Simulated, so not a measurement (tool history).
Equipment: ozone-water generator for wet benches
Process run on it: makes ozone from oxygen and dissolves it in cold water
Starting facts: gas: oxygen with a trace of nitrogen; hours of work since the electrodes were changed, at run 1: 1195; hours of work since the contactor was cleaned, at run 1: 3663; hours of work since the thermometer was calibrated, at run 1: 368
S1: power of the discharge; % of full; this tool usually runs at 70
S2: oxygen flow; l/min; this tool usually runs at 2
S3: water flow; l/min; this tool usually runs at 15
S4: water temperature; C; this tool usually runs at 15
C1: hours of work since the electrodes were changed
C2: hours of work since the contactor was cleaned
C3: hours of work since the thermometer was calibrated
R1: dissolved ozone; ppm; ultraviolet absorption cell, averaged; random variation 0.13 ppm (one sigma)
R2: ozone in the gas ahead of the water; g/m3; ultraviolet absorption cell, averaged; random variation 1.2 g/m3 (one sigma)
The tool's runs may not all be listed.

run	hour	S1	S2	S3	S4	C1	C2	C3	R1	R2
1	0	70	2	15	15	1195	3663	368	14.6	213
2	38.6	70	1.8	15	15	1222	3689	395	14.2	228.4
3	88.3	70	2	15	15	1257	3724	430	14.6	213.6
4	154.6	70	2	15	15	1303	3770	476	14.5	213.7
5	227	70	2	15	15	1353	3820	526	14.5	213.2
6	264	70	1.66	15	15	1379	3846	552	14	240.7
7	311.1	70	2	11	15	1412	3879	585	18.7	215
8	387.7	70	2	11	13	1465	3932	638	19.7	214.5
9	459.9	70	2	11	13	1515	3982	688	19.4	215.8
10	512.8	70	2.06	15	15	1552	4019	725	14.5	211.3
11	590.1	70	2.06	15	15	1606	4073	779	14.3	212.6
12	665.9	70	2.06	15	15	1658	4126	831	14.5	211.1
13	729.1	70	2.06	15	15	1702	4169	875	14.5	213.3
14	779.2	70	2.06	15	15	1737	4204	910	14.6	213.3
15	839.8	70	2	15	15	1779	4246	952	14.5	217.6
16	877.1	70	2	15	15	1805	4272	978	14.5	218.2
17	953.4	70	1.31	15	15	1858	4325	1031	13.8	286.9
18	1028	78	2	15	15	1910	4377	1083	15.6	231.4
19	1104.8	78	2	15	15	1963	4431	1136	15.6	230.4
# hour 1109.3: gauge calibrated
20	1155.9	70	2.17	16	15	1999	4466	1172	13.7	201.4
21	1212.1	70	2.17	16	15	2038	4505	1211	13.8	202.9
22	1272.7	70	2.17	16	15	2080	4547	1253	13.6	202.7
23	1346.2	57	3.57	17	13	2131	4598	1304	12.1	131.1
24	1382.2	49	2	10	12	2156	4624	1329	17.1	174.5
25	1448.8	83	1.35	16	12	2203	4670	1376	14.6	307.4
26	1512.4	70	2	15	18	2247	4714	1420	14	216.6
27	1581.5	45	2	15	18	2295	4762	1468	10.7	166.7
28	1637.7	45	2	15	18	2334	4801	1507	11	167.9
29	1699.1	77	3.18	16	15	2377	4844	1550	14.5	168.8
30	1731.9	70	1.14	9	13	2399	4867	1572	22.6	310.7
31	1791.2	44	2.89	17	21	2441	4908	1614	9.4	132.8
32	1845.2	77	1.88	17	22	2478	4945	1651	12.6	237.6
33	1917.9	70	1.25	16	15	2529	4996	1702	12.6	292.9

Describe how what the log doesn't record of the tool's condition differs between the last listed run preceding each entry between runs and the first listed run following it.
Between runs 19 and 20: gauge calibrated (hour 1109.3)
  drift of the gauge itself on gas_g_m3, %: 2.83 -> 0.12
  measured less the result without the state, R2: +6.2 -> +0.1 g/m3
